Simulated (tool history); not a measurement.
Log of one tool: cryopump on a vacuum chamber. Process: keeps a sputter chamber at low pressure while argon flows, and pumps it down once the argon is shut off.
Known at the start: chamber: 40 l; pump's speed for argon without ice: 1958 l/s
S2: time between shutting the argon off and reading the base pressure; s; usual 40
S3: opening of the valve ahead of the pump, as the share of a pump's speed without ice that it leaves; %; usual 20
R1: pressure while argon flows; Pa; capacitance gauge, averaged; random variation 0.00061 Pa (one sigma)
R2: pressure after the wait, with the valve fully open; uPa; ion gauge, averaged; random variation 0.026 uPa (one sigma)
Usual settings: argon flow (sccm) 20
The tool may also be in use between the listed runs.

Run 1, hour 0: usual settings. Result: R1 0.0885 Pa, R2 1.49 uPa.
Run 2, hour 9.9: usual settings but S3 19 %. Result: R1 0.0939 Pa, R2 1.47 uPa.
Run 3, hour 25.5: usual settings but S3 19 %. Result: R1 0.0935 Pa, R2 1.51 uPa.
Run 4, hour 39.7: usual settings but S3 19 %. Result: R1 0.0938 Pa, R2 1.52 uPa.
Run 5, hour 56: usual settings but S3 19 %. Result: R1 0.0933 Pa, R2 1.51 uPa.
Run 6, hour 63.2: usual settings. Result: R1 0.0892 Pa, R2 1.51 uPa.
Run 7, hour 79.5: usual settings. Result: R1 0.0882 Pa, R2 1.58 uPa.
Run 8, hour 88.7: usual settings but S3 48 %. Result: R1 0.0393 Pa, R2 1.6 uPa.
Run 9, hour 95.9: usual settings. Result: R1 0.0884 Pa, R2 1.53 uPa.
Run 10, hour 108.5: usual settings. Result: R1 0.0884 Pa, R2 1.57 uPa.
Run 11, hour 116.4: usual settings. Result: R1 0.0884 Pa, R2 1.53 uPa.
Run 12, hour 127.7: usual settings. Result: R1 0.09 Pa, R2 1.56 uPa.
Run 13, hour 135.5: usual settings. Result: R1 0.0895 Pa, R2 1.66 uPa.
Run 14, hour 150.7: usual settings. Result: R1 0.0884 Pa, R2 1.51 uPa.
Run 15, hour 160.9: usual settings. Result: R1 0.0889 Pa, R2 1.56 uPa.
Run 16, hour 172.1: usual settings. Result: R1 0.0884 Pa, R2 1.61 uPa.
Run 17, hour 179.9: usual settings. Result: R1 0.0894 Pa, R2 1.61 uPa.
Run 18, hour 193.5: usual settings but argon flow (sccm) 9, S2 71 s. Result: R1 0.0393 Pa, R2 1.18 uPa.
Run 19, hour 209.8: usual settings but argon flow (sccm) 19, S2 262 s. Result: R1 0.0862 Pa, R2 0.8 uPa.
Run 20, hour 217.1: usual settings but argon flow (sccm) 19, S2 59 s, S3 26 %. Result: R1 0.0671 Pa, R2 1.33 uPa.
Run 21, hour 230.9: usual settings but argon flow (sccm) 17, S2 59 s, S3 52 %. Result: R1 0.0313 Pa, R2 1.34 uPa.
Run 22, hour 243.1: usual settings but argon flow (sccm) 19, S2 106 s, S3 53 %. Result: R1 0.0345 Pa, R2 1.01 uPa.
Run 23, hour 257.7: usual settings but argon flow (sccm) 18, S2 87 s. Result: R1 0.0806 Pa, R2 1.14 uPa.
Run 24, hour 266.7: usual settings but argon flow (sccm) 14, S2 106 s, S3 27 %. Result: R1 0.0475 Pa, R2 1.03 uPa.
Run 25, hour 279: usual settings but argon flow (sccm) 14, S2 106 s, S3 27 %. Result: R1 0.0479 Pa, R2 1.05 uPa.
Run 26, hour 290.1: usual settings but argon flow (sccm) 30, S3 44 %. Result: R1 0.0649 Pa, R2 1.65 uPa.
Run 27, hour 304.8: usual settings but argon flow (sccm) 39, S2 191 s. Result: R1 0.1744 Pa, R2 0.88 uPa.
Run 28, hour 321.5: usual settings but S2 93 s, S3 27 %. Result: R1 0.0683 Pa, R2 1.18 uPa.
Run 29, hour 330.5: usual settings but argon flow (sccm) 37, S2 93 s, S3 43 %. Result: R1 0.0817 Pa, R2 1.17 uPa.
Run 30, hour 338: usual settings but S2 99 s, S3 27 %. Result: R1 0.0682 Pa, R2 1.14 uPa.
Run 31, hour 347.6: usual settings but S2 99 s, S3 27 %. Result: R1 0.0682 Pa, R2 1.16 uPa.
Run 32, hour 358.9: usual settings but argon flow (sccm) 16, S2 158 s, S3 27 %. Result: R1 0.0538 Pa, R2 1.04 uPa.
Run 33, hour 371.7: usual settings but argon flow (sccm) 16, S2 158 s, S3 27 %. Result: R1 0.0557 Pa, R2 1 uPa.
Run 34, hour 381.1: usual settings but argon flow (sccm) 16, S2 158 s, S3 27 %. Result: R1 0.0554 Pa, R2 1.05 uPa.

Forecast each of these 4 alternatives for the next run:
Run A, hour 391.5: usual settings but argon flow (sccm) 18, S2 265 s, S3 21 %. Result: R1 ?, R2 ?.
Run B, hour 391.5: usual settings but S2 82 s, S3 28 %. Result: R1 ?, R2 ?.
Run C, hour 391.5: usual settings but argon flow (sccm) 17, S2 29 s, S3 31 %. Result: R1 ?, R2 ?.
Run D, hour 391.5: usual settings but S3 22 %. Result: R1 ?, R2 ?.

run      R1    R2
  A  0.0779  0.95
  B  0.0657  1.31
  C  0.0522  2.21
  D  0.0824  1.82
Without the tool's hidden state the same runs would have given:
run      R1    R2
  A  0.0738  0.32
  B  0.0612  0.68
  C  0.0484  1.57
  D  0.0778  1.19
